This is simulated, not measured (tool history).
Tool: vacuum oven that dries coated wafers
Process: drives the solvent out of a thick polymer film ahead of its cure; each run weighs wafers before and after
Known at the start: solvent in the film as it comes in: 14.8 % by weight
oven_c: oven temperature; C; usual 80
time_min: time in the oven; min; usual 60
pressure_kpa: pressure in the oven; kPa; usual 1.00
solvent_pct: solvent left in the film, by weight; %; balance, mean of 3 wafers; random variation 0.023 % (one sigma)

run 1 hour=0.0 | oven_c=80 time_min=60 pressure_kpa=1.00 | solvent_pct=0.91
run 2 hour=24.5 | oven_c=80 time_min=60 pressure_kpa=1.00 | solvent_pct=0.94
run 3 hour=48.6 | oven_c=80 time_min=60 pressure_kpa=1.00 | solvent_pct=0.95
run 4 hour=73.6 | oven_c=80 time_min=60 pressure_kpa=1.00 | solvent_pct=0.98
run 5 hour=85.0 | oven_c=80 time_min=60 pressure_kpa=1.00 | solvent_pct=0.95
run 6 hour=109.8 | oven_c=80 time_min=60 pressure_kpa=1.00 | solvent_pct=1.00
run 7 hour=122.2 | oven_c=72 time_min=39 pressure_kpa=1.62 | solvent_pct=4.19
run 8 hour=135.8 | oven_c=93 time_min=60 pressure_kpa=3.27 | solvent_pct=0.87
run 9 hour=150.8 | oven_c=81 time_min=76 pressure_kpa=1.00 | solvent_pct=0.64
run 10 hour=171.2 | oven_c=81 time_min=76 pressure_kpa=1.00 | solvent_pct=0.64
run 11 hour=189.9 | oven_c=81 time_min=54 pressure_kpa=3.85 | solvent_pct=2.09
run 12 hour=206.9 | oven_c=66 time_min=95 pressure_kpa=3.85 | solvent_pct=4.15

Forecast each of these 5 alternatives for the next run:
run A hour=220.0 | oven_c=82 time_min=37 pressure_kpa=1.13 | solvent_pct=?
run B hour=220.0 | oven_c=86 time_min=60 pressure_kpa=0.69 | solvent_pct=?
run C hour=220.0 | oven_c=80 time_min=56 pressure_kpa=1.80 | solvent_pct=?
run D hour=220.0 | oven_c=80 time_min=62 pressure_kpa=1.16 | solvent_pct=?
run E hour=220.0 | oven_c=95 time_min=91 pressure_kpa=3.41 | solvent_pct=?

run=A solvent_pct=1.82
run=B solvent_pct=0.44
run=C solvent_pct=1.45
run=D solvent_pct=1.02
run=E solvent_pct=0.79
Without the tool's hidden state the same runs would have given:
run=A solvent_pct=1.46
run=B solvent_pct=0.30
run=C solvent_pct=1.16
run=D solvent_pct=0.78
run=E solvent_pct=0.70
